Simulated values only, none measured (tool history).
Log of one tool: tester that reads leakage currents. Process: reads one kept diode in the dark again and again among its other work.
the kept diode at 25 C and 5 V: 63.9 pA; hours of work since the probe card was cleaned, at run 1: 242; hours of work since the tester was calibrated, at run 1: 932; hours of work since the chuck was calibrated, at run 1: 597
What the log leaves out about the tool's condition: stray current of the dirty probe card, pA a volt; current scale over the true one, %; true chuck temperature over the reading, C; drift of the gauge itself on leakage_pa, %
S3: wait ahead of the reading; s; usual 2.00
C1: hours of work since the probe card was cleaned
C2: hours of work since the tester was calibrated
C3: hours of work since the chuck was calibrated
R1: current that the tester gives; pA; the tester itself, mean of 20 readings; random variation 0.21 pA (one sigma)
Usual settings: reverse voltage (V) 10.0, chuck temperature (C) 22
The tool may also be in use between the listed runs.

{"run": 1, "day": 0.0, "reverse voltage (V)": 10.0, "chuck temperature (C)": 22, "S3": 2.0, "C1": 242, "C2": 932, "C3": 597, "R1": 67.33}
{"run": 2, "day": 0.738, "reverse voltage (V)": 1.1, "chuck temperature (C)": 22, "S3": 2.0, "C1": 256, "C2": 946, "C3": 611, "R1": 30.76}
{"run": 3, "day": 2.471, "reverse voltage (V)": 1.1, "chuck temperature (C)": 22, "S3": 2.0, "C1": 287, "C2": 977, "C3": 642, "R1": 30.72}
{"run": 4, "day": 4.012, "reverse voltage (V)": 1.1, "chuck temperature (C)": 22, "S3": 2.0, "C1": 316, "C2": 1006, "C3": 671, "R1": 30.68}
{"run": 5, "day": 5.704, "reverse voltage (V)": 1.1, "chuck temperature (C)": 22, "S3": 2.0, "C1": 347, "C2": 1037, "C3": 702, "R1": 30.87}
{"run": 6, "day": 7.354, "reverse voltage (V)": 1.1, "chuck temperature (C)": 22, "S3": 2.0, "C1": 377, "C2": 1067, "C3": 732, "R1": 30.86}
{"run": 7, "day": 8.988, "reverse voltage (V)": 1.1, "chuck temperature (C)": 22, "S3": 2.0, "C1": 407, "C2": 1097, "C3": 762, "R1": 30.76}
{"run": 8, "day": 10.329, "reverse voltage (V)": 3.8, "chuck temperature (C)": 22, "S3": 2.0, "C1": 431, "C2": 1121, "C3": 786, "R1": 47.45}
{"run": 9, "day": 11.517, "reverse voltage (V)": 3.8, "chuck temperature (C)": 22, "S3": 2.0, "C1": 453, "C2": 1143, "C3": 808, "R1": 47.31}
{"run": 10, "day": 12.725, "reverse voltage (V)": 3.8, "chuck temperature (C)": 22, "S3": 2.0, "C1": 475, "C2": 1165, "C3": 830, "R1": 47.44}
{"day": 14.4, "done": "chuck's temperature calibrated"}
{"run": 11, "day": 14.433, "reverse voltage (V)": 10.0, "chuck temperature (C)": 22, "S3": 2.0, "C1": 505, "C2": 1195, "C3": 1, "R1": 67.21}
{"run": 12, "day": 15.162, "reverse voltage (V)": 10.0, "chuck temperature (C)": 22, "S3": 2.0, "C1": 518, "C2": 1208, "C3": 14, "R1": 67.02}
{"run": 13, "day": 16.879, "reverse voltage (V)": 4.6, "chuck temperature (C)": 22, "S3": 2.0, "C1": 550, "C2": 1240, "C3": 45, "R1": 51.16}
{"run": 14, "day": 18.342, "reverse voltage (V)": 4.6, "chuck temperature (C)": 22, "S3": 2.0, "C1": 577, "C2": 1266, "C3": 72, "R1": 50.67}
{"run": 15, "day": 19.171, "reverse voltage (V)": 8.5, "chuck temperature (C)": 24, "S3": 2.0, "C1": 592, "C2": 1282, "C3": 87, "R1": 72.97}
{"run": 16, "day": 20.183, "reverse voltage (V)": 4.4, "chuck temperature (C)": 35, "S3": 1.37, "C1": 610, "C2": 1300, "C3": 106, "R1": 124.9}
{"run": 17, "day": 21.338, "reverse voltage (V)": 4.2, "chuck temperature (C)": 22, "S3": 0.58, "C1": 631, "C2": 1321, "C3": 127, "R1": 51.12}
{"run": 18, "day": 22.479, "reverse voltage (V)": 4.1, "chuck temperature (C)": 42, "S3": 0.7, "C1": 652, "C2": 1342, "C3": 148, "R1": 192.7}
{"run": 19, "day": 23.554, "reverse voltage (V)": 4.1, "chuck temperature (C)": 42, "S3": 0.7, "C1": 672, "C2": 1362, "C3": 168, "R1": 193.73}
{"run": 20, "day": 25.054, "reverse voltage (V)": 4.1, "chuck temperature (C)": 42, "S3": 0.7, "C1": 699, "C2": 1389, "C3": 195, "R1": 193.82}
{"run": 21, "day": 26.083, "reverse voltage (V)": 5.7, "chuck temperature (C)": 48, "S3": 3.39, "C1": 718, "C2": 1408, "C3": 214, "R1": 315.39}
{"run": 22, "day": 27.412, "reverse voltage (V)": 5.7, "chuck temperature (C)": 48, "S3": 3.39, "C1": 743, "C2": 1433, "C3": 238, "R1": 314.44}
{"run": 23, "day": 28.804, "reverse voltage (V)": 5.7, "chuck temperature (C)": 48, "S3": 1.31, "C1": 768, "C2": 1458, "C3": 264, "R1": 314.84}
{"run": 24, "day": 29.738, "reverse voltage (V)": 5.7, "chuck temperature (C)": 48, "S3": 1.31, "C1": 785, "C2": 1475, "C3": 281, "R1": 316.51}
{"run": 25, "day": 31.183, "reverse voltage (V)": 7.2, "chuck temperature (C)": 29, "S3": 0.57, "C1": 812, "C2": 1502, "C3": 307, "R1": 100.89}
{"run": 26, "day": 32.033, "reverse voltage (V)": 4.6, "chuck temperature (C)": 45, "S3": 0.97, "C1": 827, "C2": 1517, "C3": 323, "R1": 244.26}
{"run": 27, "day": 33.725, "reverse voltage (V)": 7.0, "chuck temperature (C)": 34, "S3": 2.0, "C1": 858, "C2": 1548, "C3": 354, "R1": 136.54}

Predict each of these 5 candidate next runs independently; none follows another, all start after run 27:
{"run": "A", "day": 34.562, "reverse voltage (V)": 7.0, "chuck temperature (C)": 31, "S3": 4.03, "C1": 874, "C2": 1564, "C3": 369, "R1": "?"}
{"run": "B", "day": 34.562, "reverse voltage (V)": 10.0, "chuck temperature (C)": 28, "S3": 9.05, "C1": 874, "C2": 1564, "C3": 369, "R1": "?"}
{"run": "C", "day": 34.562, "reverse voltage (V)": 7.0, "chuck temperature (C)": 57, "S3": 2.35, "C1": 874, "C2": 1564, "C3": 369, "R1": "?"}
{"run": "D", "day": 34.562, "reverse voltage (V)": 6.9, "chuck temperature (C)": 31, "S3": 0.4, "C1": 874, "C2": 1564, "C3": 369, "R1": "?"}
{"run": "E", "day": 34.562, "reverse voltage (V)": 1.8, "chuck temperature (C)": 34, "S3": 1.58, "C1": 874, "C2": 1564, "C3": 369, "R1": "?"}

run=A R1=110.47
run=B R1=101.45
run=C R1=585.13
run=D R1=115.94
run=E R1=84.70
What these runs would have given with no unlogged condition in the tool:
run=A R1=110.46
run=B R1=101.42
run=C R1=585.14
run=D R1=115.92
run=E R1=84.70
